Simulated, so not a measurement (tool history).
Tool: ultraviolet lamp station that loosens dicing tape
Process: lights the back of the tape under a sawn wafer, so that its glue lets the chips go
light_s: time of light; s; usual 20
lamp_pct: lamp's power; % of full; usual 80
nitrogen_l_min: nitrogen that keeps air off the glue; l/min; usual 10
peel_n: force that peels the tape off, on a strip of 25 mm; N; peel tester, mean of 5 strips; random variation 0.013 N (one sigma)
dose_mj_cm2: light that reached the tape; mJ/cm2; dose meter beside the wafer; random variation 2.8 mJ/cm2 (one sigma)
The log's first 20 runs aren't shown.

run   hour  light_s  lamp_pct  nitrogen_l_min  hours of work of the lamp  hours of work since the window was cleaned  peel_n  dose_mj_cm2
 21  464.4       34        80              10                        949                                         145   0.364          515
 22  492.1       34        80              10                        964                                         160   0.342          510
 23  518.2       34        89              10                        978                                         174   0.306          560
 24  536.7       34        89              10                        989                                         184   0.309          558
 25  567.6       34        89              10                       1005                                         201   0.302          544
 26  581.8       30        80              10                       1013                                         209   0.497          435
 27  599.8       30        80              10                       1023                                         218   0.499          431
 28  625.5       12        92              14                       1037                                         232   1.997          194
 29    640       32        80               4                       1045                                         240    0.69          456
 30  666.4       13        94              10                       1059                                         255   1.955          219
 31    687       20        72              15                       1070                                         266   1.254          253
 32  718.8       20        72              15                       1087                                         283   1.286          255
 33  740.4       17        73              15                       1099                                         295   1.693          211
 34  769.1       36        63              10                       1115                                         310   0.627          387
 35  794.7       12        62              20                       1129                                         324   3.162          126
 36  824.7       12        62              20                       1145                                         341    3.27          121
 37    855       19        91               4                       1161                                         357   1.713          285
 38  869.8       34        61               4                       1169                                         365   1.261          343
 39  884.6       34        61               4                       1177                                         373   1.216          343
 40  914.1       15        84               6                       1193                                         389    2.42          201
 41  940.4       20        81              10                       1208                                         403    1.45          259
     944.8  -- window cleaned of glue's vapour
 42  971.8       20        97               8                       1224                                          15   0.793          356
 43  999.7       30        69              10                       1240                                          30   0.656          378

3 ways to go on from here, each from the tool as it stands after run 43. What would each give?
  A  1015.9       36        77               3                       1248                                          39       ?            ?
  B  1015.9       12        69              11                       1248                                          39       ?            ?
  C  1015.9       23        74              11                       1248                                          39       ?            ?

run  peel_n  dose_mj_cm2
  A   0.685          495
  B   2.975          150
  C   0.972          308
Without the tool's hidden state the same runs would have given:
run  peel_n  dose_mj_cm2
  A   0.343          693
  B   1.914          209
  C   0.484          430
